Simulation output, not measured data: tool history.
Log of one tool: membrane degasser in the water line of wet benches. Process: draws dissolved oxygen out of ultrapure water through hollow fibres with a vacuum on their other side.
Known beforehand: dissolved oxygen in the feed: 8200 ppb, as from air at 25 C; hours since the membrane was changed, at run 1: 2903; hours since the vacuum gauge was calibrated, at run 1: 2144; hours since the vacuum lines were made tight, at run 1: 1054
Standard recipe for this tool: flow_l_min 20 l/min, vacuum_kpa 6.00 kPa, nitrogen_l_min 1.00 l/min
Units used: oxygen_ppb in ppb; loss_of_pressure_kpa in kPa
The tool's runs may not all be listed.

run      day  flow_l_min  vacuum_kpa  nitrogen_l_min  hours since the membrane was changed  hours since the vacuum gauge was calibrated  hours since the vacuum lines were made tight  oxygen_ppb  loss_of_pressure_kpa
  1    0.000          20        6.00            1.00                                  2903                                         2144                                          1054       171.2                 30.71
  2    5.612          20        6.00            1.00                                  3038                                         2279                                          1188       174.9                 30.74
  3   16.771          20        6.00            1.00                                  3306                                         2547                                          1456       174.3                 30.64
  4   25.517          20        6.00            1.00                                  3516                                         2757                                          1666       174.8                 30.70
  5   33.062          26        6.00            1.00                                  3697                                         2938                                          1847       243.7                 40.01
  6   45.383          26        6.00            1.00                                  3993                                         3233                                          2143       247.3                 40.29
  7   56.508          26        6.00            1.00                                  4260                                         3500                                          2410       246.9                 40.57
  8   69.675          26        6.00            1.00                                  4576                                         3816                                          2726       249.8                 40.49
  9   75.300          20        5.57            1.00                                  4711                                         3951                                          2861       166.4                 31.57
 10   81.279          20        5.57            1.00                                  4854                                         4095                                          3004       171.4                 31.41
      87.658  -- seals of the vacuum lines changed
 11   87.658          20        5.57            1.00                                  5005                                         4246                                             0       169.8                 31.44
 12   99.521          20        5.57            1.00                                  5290                                         4531                                           285       172.5                 31.44
 13  105.317          20        5.57            1.00                                  5429                                         4670                                           424       171.1                 31.55
 14  111.012          20        5.57            1.00                                  5566                                         4807                                           561       170.3                 31.75
 15  119.683          20        5.57            1.00                                  5774                                         5015                                           769       172.3                 31.86
 16  128.608          20        5.57            1.00                                  5988                                         5229                                           983       177.7                 31.85
 17  135.696          20        5.57            1.00                                  6158                                         5399                                          1153       176.4                 32.21
 18  144.212          15        6.00            0.61                                  6362                                         5603                                          1357       203.4                 24.25
 19  153.067          28        4.40            0.81                                  6575                                         5816                                          1570       222.8                 44.89
 20  164.133          18        6.46            0.81                                  6841                                         6081                                          1835       225.1                 29.33
 21  176.800          25        5.13            1.00                                  7145                                         6385                                          2139       223.8                 40.46
 22  187.500          23        6.44            1.00                                  7401                                         6642                                          2396       274.1                 37.40
 23  200.354          20        9.07            0.62                                  7710                                         6951                                          2705       477.7                 32.84
 24  214.142          20       13.74            0.62                                  8041                                         7282                                          3036       759.7                 33.26
     218.946  -- seals of the vacuum lines changed
 25  227.642          31        6.00            1.75                                  8363                                         7604                                           209       275.4                 51.91
     228.488  -- membrane cartridge changed
 26  239.417          31        6.00            1.75                                   262                                         7882                                           487       225.8                 45.80
 27  251.954          14        4.62            1.00                                   563                                         8183                                           788        85.3                 20.56
 28  261.533          14        4.62            1.00                                   793                                         8413                                          1018        87.0                 20.64
 29  274.767          14        4.62            1.00                                  1111                                         8731                                          1336        86.6                 20.90
     282.838  -- vacuum gauge calibrated
 30  284.683          29        6.00            1.00                                  1348                                           44                                          1573       246.9                 43.47
 31  290.508          18        6.00            0.49                                  1488                                          184                                          1713       233.0                 27.14
 32  297.092          18        9.45            2.90                                  1646                                          342                                          1871       121.7                 27.03

How would selected steps in oxygen_ppb from run to run divide? Give the signed amount a tool lacking its hidden state would still show from settings, what came in and random variation, and the signed amount left for the hidden state, including any gauge scatter that is not in both of the compared results.
Unlogged tool condition in this case: membrane still open, %; true pressure behind the membrane over the reading, kPa; air that leaks in behind the membrane, l/min; drift of the gauge itself on oxygen_ppb, %; drift of the gauge itself on loss_of_pressure_kpa, %.
Run 18 -> 19: flow_l_min 15 -> 28, vacuum_kpa 6.00 -> 4.40, nitrogen_l_min 0.61 -> 0.81. oxygen_ppb +19.4 ppb: hidden state +33.6, all else -14.2.
Run 19 -> 20: flow_l_min 28 -> 18, vacuum_kpa 4.40 -> 6.46. oxygen_ppb +2.3 ppb: hidden state -27.9, all else +30.2.
Run 22 -> 23: flow_l_min 23 -> 20, vacuum_kpa 6.44 -> 9.07, nitrogen_l_min 1.00 -> 0.62. oxygen_ppb +203.6 ppb: hidden state +3.3, all else +200.3.
Run 23 -> 24: vacuum_kpa 9.07 -> 13.74. oxygen_ppb +282.0 ppb: hidden state +1.4, all else +280.6.
Run 24 -> 25: flow_l_min 20 -> 31, vacuum_kpa 13.74 -> 6.00, nitrogen_l_min 0.62 -> 1.75, seals of the vacuum lines changed. oxygen_ppb -484.3 ppb: hidden state +15.3, all else -499.6.
Run 25 -> 26: membrane cartridge changed. oxygen_ppb -49.6 ppb: hidden state -52.6, all else +3.0.

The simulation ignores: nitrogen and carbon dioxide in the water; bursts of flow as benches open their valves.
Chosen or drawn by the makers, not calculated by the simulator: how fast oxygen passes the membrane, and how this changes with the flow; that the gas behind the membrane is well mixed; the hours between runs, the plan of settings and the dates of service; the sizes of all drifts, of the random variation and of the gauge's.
